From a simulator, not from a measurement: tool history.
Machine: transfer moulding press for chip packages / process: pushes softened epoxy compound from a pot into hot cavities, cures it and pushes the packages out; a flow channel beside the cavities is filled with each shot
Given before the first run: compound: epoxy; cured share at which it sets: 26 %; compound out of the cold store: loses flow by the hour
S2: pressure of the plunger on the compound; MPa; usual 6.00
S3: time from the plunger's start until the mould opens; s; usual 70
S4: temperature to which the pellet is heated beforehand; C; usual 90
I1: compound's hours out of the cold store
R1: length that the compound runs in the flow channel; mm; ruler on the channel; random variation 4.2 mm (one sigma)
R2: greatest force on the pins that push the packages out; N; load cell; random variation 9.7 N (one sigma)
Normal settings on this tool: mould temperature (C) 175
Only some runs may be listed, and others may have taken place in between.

{"run": 1, "hour": 0.0, "mould temperature (C)": 175, "S2": 6.0, "S3": 70, "S4": 90, "I1": 29.0, "R1": 818, "R2": 755}
{"hour": 10.8, "done": "cavities cleaned with cleaning compound and waxed"}
{"hour": 54.0, "done": "cavities cleaned with cleaning compound and waxed"}
{"run": 2, "hour": 57.4, "mould temperature (C)": 175, "S2": 6.0, "S3": 70, "S4": 90, "I1": 46.4, "R1": 734, "R2": 471}
{"hour": 96.7, "done": "cavities cleaned with cleaning compound and waxed"}
{"run": 3, "hour": 104.9, "mould temperature (C)": 182, "S2": 6.0, "S3": 70, "S4": 90, "I1": 38.9, "R1": 741, "R2": 483}
{"run": 4, "hour": 134.2, "mould temperature (C)": 182, "S2": 6.0, "S3": 70, "S4": 90, "I1": 47.4, "R1": 704, "R2": 670}
{"hour": 138.7, "done": "cavities cleaned with cleaning compound and waxed"}
{"hour": 180.1, "done": "cavities cleaned with cleaning compound and waxed"}
{"run": 5, "hour": 197.9, "mould temperature (C)": 175, "S2": 6.0, "S3": 70, "S4": 90, "I1": 19.7, "R1": 806, "R2": 646}
{"hour": 220.7, "done": "cavities cleaned with cleaning compound and waxed"}
{"hour": 261.6, "done": "cavities cleaned with cleaning compound and waxed"}
{"hour": 265.7, "done": "mould's thermocouples calibrated"}
{"hour": 268.2, "done": "plunger's sealing rings changed"}
{"run": 6, "hour": 268.2, "mould temperature (C)": 175, "S2": 6.0, "S3": 70, "S4": 90, "I1": 8.5, "R1": 927, "R2": 491}
{"hour": 310.1, "done": "cavities cleaned with cleaning compound and waxed"}
{"run": 7, "hour": 335.2, "mould temperature (C)": 175, "S2": 6.0, "S3": 70, "S4": 90, "I1": 11.2, "R1": 899, "R2": 683}
{"hour": 352.6, "done": "cavities cleaned with cleaning compound and waxed"}
{"run": 8, "hour": 386.5, "mould temperature (C)": 175, "S2": 6.0, "S3": 107, "S4": 90, "I1": 39.2, "R1": 772, "R2": 630}
{"hour": 392.5, "done": "mould's thermocouples calibrated, once more"}
{"hour": 394.0, "done": "cavities cleaned with cleaning compound and waxed"}
{"hour": 435.9, "done": "cavities cleaned with cleaning compound and waxed"}
{"run": 9, "hour": 440.5, "mould temperature (C)": 175, "S2": 6.0, "S3": 107, "S4": 90, "I1": 47.2, "R1": 719, "R2": 441}
{"hour": 478.6, "done": "cavities cleaned with cleaning compound and waxed"}
{"run": 10, "hour": 481.6, "mould temperature (C)": 175, "S2": 6.0, "S3": 107, "S4": 90, "I1": 18.2, "R1": 836, "R2": 423}
{"hour": 520.9, "done": "cavities cleaned with cleaning compound and waxed"}
{"run": 11, "hour": 521.3, "mould temperature (C)": 175, "S2": 6.0, "S3": 107, "S4": 90, "I1": 31.9, "R1": 761, "R2": 385}
{"hour": 561.7, "done": "cavities cleaned with cleaning compound and waxed"}
{"run": 12, "hour": 561.7, "mould temperature (C)": 175, "S2": 6.0, "S3": 107, "S4": 90, "I1": 16.4, "R1": 814, "R2": 403}
{"run": 13, "hour": 588.2, "mould temperature (C)": 175, "S2": 6.0, "S3": 107, "S4": 90, "I1": 46.9, "R1": 696, "R2": 630}
{"hour": 603.5, "done": "cavities cleaned with cleaning compound and waxed"}
{"hour": 610.0, "done": "plunger's sealing rings changed"}
{"run": 14, "hour": 621.9, "mould temperature (C)": 175, "S2": 6.0, "S3": 107, "S4": 90, "I1": 31.7, "R1": 822, "R2": 522}
{"hour": 646.4, "done": "cavities cleaned with cleaning compound and waxed"}
{"run": 15, "hour": 674.6, "mould temperature (C)": 175, "S2": 6.0, "S3": 107, "S4": 90, "I1": 30.8, "R1": 815, "R2": 611}
{"hour": 690.0, "done": "cavities cleaned with cleaning compound and waxed"}
{"run": 16, "hour": 720.9, "mould temperature (C)": 175, "S2": 6.0, "S3": 99, "S4": 91, "I1": 28.7, "R1": 807, "R2": 595}
{"hour": 731.1, "done": "cavities cleaned with cleaning compound and waxed"}
{"run": 17, "hour": 752.9, "mould temperature (C)": 175, "S2": 6.0, "S3": 100, "S4": 90, "I1": 30.2, "R1": 792, "R2": 578}
{"hour": 771.9, "done": "cavities cleaned with cleaning compound and waxed"}
{"hour": 812.0, "done": "cavities cleaned with cleaning compound and waxed"}
{"run": 18, "hour": 819.2, "mould temperature (C)": 175, "S2": 6.0, "S3": 100, "S4": 90, "I1": 16.8, "R1": 827, "R2": 457}
{"hour": 854.4, "done": "cavities cleaned with cleaning compound and waxed"}
{"run": 19, "hour": 870.3, "mould temperature (C)": 175, "S2": 6.0, "S3": 100, "S4": 90, "I1": 13.5, "R1": 836, "R2": 552}
{"hour": 895.1, "done": "cavities cleaned with cleaning compound and waxed"}
{"run": 20, "hour": 915.6, "mould temperature (C)": 175, "S2": 4.62, "S3": 70, "S4": 90, "I1": 15.2, "R1": 719, "R2": 631}
{"hour": 936.4, "done": "cavities cleaned with cleaning compound and waxed"}
{"hour": 948.9, "done": "plunger's sealing rings changed"}
{"run": 21, "hour": 957.0, "mould temperature (C)": 172, "S2": 6.0, "S3": 70, "S4": 80, "I1": 27.2, "R1": 849, "R2": 677}
{"hour": 980.1, "done": "cavities cleaned with cleaning compound and waxed"}
{"run": 22, "hour": 987.5, "mould temperature (C)": 175, "S2": 6.0, "S3": 83, "S4": 85, "I1": 30.6, "R1": 820, "R2": 479}
{"hour": 1022.4, "done": "cavities cleaned with cleaning compound and waxed"}
{"run": 23, "hour": 1029.8, "mould temperature (C)": 174, "S2": 6.0, "S3": 70, "S4": 94, "I1": 13.1, "R1": 888, "R2": 554}
{"hour": 1062.3, "done": "cavities cleaned with cleaning compound and waxed"}
{"run": 24, "hour": 1082.9, "mould temperature (C)": 174, "S2": 6.0, "S3": 70, "S4": 94, "I1": 32.2, "R1": 783, "R2": 671}
{"hour": 1101.7, "done": "cavities cleaned with cleaning compound and waxed"}
{"run": 25, "hour": 1113.5, "mould temperature (C)": 174, "S2": 6.0, "S3": 70, "S4": 94, "I1": 15.4, "R1": 852, "R2": 625}
{"hour": 1143.4, "done": "cavities cleaned with cleaning compound and waxed"}
{"hour": 1151.2, "done": "mould's thermocouples calibrated"}
{"run": 26, "hour": 1161.7, "mould temperature (C)": 178, "S2": 5.85, "S3": 56, "S4": 88, "I1": 21.6, "R1": 800, "R2": 728}
{"hour": 1188.1, "done": "cavities cleaned with cleaning compound and waxed"}
{"run": 27, "hour": 1203.9, "mould temperature (C)": 168, "S2": 6.0, "S3": 58, "S4": 99, "I1": 29.2, "R1": 784, "R2": 1202}

Forecast each of these 3 alternatives for the next run:
{"hour": 1230.6, "done": "cavities cleaned with cleaning compound and waxed"}
{"run": "A", "hour": 1237.2, "mould temperature (C)": 168, "S2": 6.0, "S3": 52, "S4": 100, "I1": 20.2, "R1": "?", "R2": "?"}
{"hour": 1230.6, "done": "cavities cleaned with cleaning compound and waxed"}
{"run": "B", "hour": 1237.2, "mould temperature (C)": 168, "S2": 7.38, "S3": 58, "S4": 99, "I1": 11.9, "R1": "?", "R2": "?"}
{"hour": 1230.6, "done": "cavities cleaned with cleaning compound and waxed"}
{"run": "C", "hour": 1237.2, "mould temperature (C)": 175, "S2": 5.21, "S3": 70, "S4": 90, "I1": 41.4, "R1": "?", "R2": "?"}

run=A R1=815 R2=1277
run=B R1=942 R2=1077
run=C R1=671 R2=497
Without the tool's hidden state the same runs would have given:
run=A R1=889 R2=1101
run=B R1=1026 R2=931
run=C R1=731 R2=425

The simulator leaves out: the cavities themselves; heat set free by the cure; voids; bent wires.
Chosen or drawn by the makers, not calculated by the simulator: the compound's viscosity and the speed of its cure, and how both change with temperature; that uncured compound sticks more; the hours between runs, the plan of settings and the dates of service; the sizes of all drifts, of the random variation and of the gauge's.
